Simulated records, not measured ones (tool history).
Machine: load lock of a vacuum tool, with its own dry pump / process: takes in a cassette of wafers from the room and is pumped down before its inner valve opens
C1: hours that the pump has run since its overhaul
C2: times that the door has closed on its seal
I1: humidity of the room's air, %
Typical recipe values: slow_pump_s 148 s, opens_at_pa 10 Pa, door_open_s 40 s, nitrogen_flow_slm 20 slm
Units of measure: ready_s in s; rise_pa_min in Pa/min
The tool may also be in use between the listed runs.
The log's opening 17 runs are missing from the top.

Run 18, hour 9150.3: usual settings but slow_pump_s 90 s; C1 9149; C2 13986; I1 43.5. Result: ready_s 219.2 s, rise_pa_min 0.168 Pa/min.
Run 19, hour 9800.8: usual settings but slow_pump_s 90 s, door_open_s 67 s; C1 9799; C2 15476; I1 48.9. Result: ready_s 219.5 s, rise_pa_min 0.199 Pa/min.
Run 20, hour 10464.7: usual settings but slow_pump_s 90 s, door_open_s 49 s; C1 10463; C2 16997; I1 46. Result: ready_s 220.4 s, rise_pa_min 0.224 Pa/min.
At hour 10985: dry pump taken out, an overhauled one fitted.
Run 21, hour 10985: usual settings but door_open_s 32 s, nitrogen_flow_slm 14 slm; C1 0; C2 18176; I1 40.1. Result: ready_s 252.1 s, rise_pa_min 0.254 Pa/min.
Run 22, hour 11719.3: usual settings but door_open_s 32 s, nitrogen_flow_slm 14 slm; C1 734; C2 19858; I1 45.2. Result: ready_s 254.4 s, rise_pa_min 0.281 Pa/min.
Run 23, hour 12243.9: usual settings but door_open_s 32 s, nitrogen_flow_slm 14 slm; C1 1259; C2 21060; I1 48.6. Result: ready_s 253.7 s, rise_pa_min 0.317 Pa/min.
Run 24, hour 12605.4: usual settings but door_open_s 32 s, nitrogen_flow_slm 14 slm; C1 1620; C2 21889; I1 43.3. Result: ready_s 254.4 s, rise_pa_min 0.342 Pa/min.
Run 25, hour 12956.6: usual settings but slow_pump_s 218 s, door_open_s 32 s, nitrogen_flow_slm 14 slm; C1 1972; C2 22693; I1 43.8. Result: ready_s 312.4 s, rise_pa_min 0.359 Pa/min.
At hour 13333.8: door's seal changed, seat wiped.
Run 26, hour 13649.6: usual settings but slow_pump_s 218 s, opens_at_pa 14 Pa, door_open_s 71 s, nitrogen_flow_slm 25 slm; C1 2663; C2 724; I1 42. Result: ready_s 306.7 s, rise_pa_min 0.025 Pa/min.
Run 27, hour 14060.5: usual settings but slow_pump_s 113 s, opens_at_pa 15 Pa; C1 3074; C2 1665; I1 44. Result: ready_s 221.8 s, rise_pa_min 0.024 Pa/min.
Run 28, hour 14795.9: usual settings but slow_pump_s 113 s, opens_at_pa 15 Pa; C1 3809; C2 3350; I1 48.2. Result: ready_s 223.8 s, rise_pa_min 0.036 Pa/min.
Run 29, hour 15106.7: usual settings but slow_pump_s 121 s, opens_at_pa 15 Pa, nitrogen_flow_slm 12 slm; C1 4120; C2 4062; I1 44.8. Result: ready_s 231.3 s, rise_pa_min 0.046 Pa/min.
Run 30, hour 15434: usual settings but slow_pump_s 259 s, opens_at_pa 19 Pa, door_open_s 41 s, nitrogen_flow_slm 5 slm; C1 4447; C2 4812; I1 43.3. Result: ready_s 337.9 s, rise_pa_min 0.053 Pa/min.
Run 31, hour 16017.1: usual settings but slow_pump_s 259 s, opens_at_pa 19 Pa, door_open_s 41 s, nitrogen_flow_slm 5 slm; C1 5031; C2 6148; I1 46.2. Result: ready_s 337 s, rise_pa_min 0.065 Pa/min.
Run 32, hour 16591: usual settings but slow_pump_s 259 s, opens_at_pa 8 Pa, door_open_s 41 s, nitrogen_flow_slm 19 slm; C1 5605; C2 7463; I1 50.1. Result: ready_s 352 s, rise_pa_min 0.075 Pa/min.
Run 33, hour 16900.3: usual settings but slow_pump_s 259 s, opens_at_pa 8 Pa, door_open_s 41 s, nitrogen_flow_slm 19 slm; C1 5914; C2 8172; I1 44.2. Result: ready_s 352 s, rise_pa_min 0.077 Pa/min.
Run 34, hour 17592.9: usual settings but slow_pump_s 259 s, opens_at_pa 8 Pa, door_open_s 41 s, nitrogen_flow_slm 19 slm; C1 6606; C2 9759; I1 46.6. Result: ready_s 353.7 s, rise_pa_min 0.102 Pa/min.
Run 35, hour 18079.4: usual settings but slow_pump_s 177 s, opens_at_pa 16 Pa; C1 7093; C2 10874; I1 44.5. Result: ready_s 278.8 s, rise_pa_min 0.114 Pa/min.
Run 36, hour 18626.3: usual settings but slow_pump_s 177 s, opens_at_pa 16 Pa, door_open_s 92 s; C1 7640; C2 12127; I1 46.4. Result: ready_s 278.7 s, rise_pa_min 0.143 Pa/min.
Run 37, hour 19235: usual settings but slow_pump_s 83 s, door_open_s 120 s; C1 8249; C2 13522; I1 43.1. Result: ready_s 211.8 s, rise_pa_min 0.172 Pa/min.

Consider 3 possible next runs. They are alternatives, not a sequence: every one starts from the tool as it was left by run 37. What does each give?
Run A, hour 19908.4: usual settings but slow_pump_s 91 s, door_open_s 230 s, nitrogen_flow_slm 8 slm; C1 8922; C2 15064; I1 44. Result: ready_s ?, rise_pa_min ?.
Run B, hour 19908.4: usual settings but nitrogen_flow_slm 18 slm; C1 8922; C2 15064; I1 41. Result: ready_s ?, rise_pa_min ?.
Run C, hour 19908.4: usual settings but slow_pump_s 119 s, opens_at_pa 11 Pa, door_open_s 120 s; C1 8922; C2 15064; I1 46.1. Result: ready_s ?, rise_pa_min ?.

run  ready_s  rise_pa_min
  A    220.7         0.22
  B    264.8        0.183
  C      241        0.191
Stripped of hidden state, with their random variation kept, the same runs would have yielded:
run  ready_s  rise_pa_min
  A    207.2        0.052
  B    252.6        0.014
  C      228        0.022
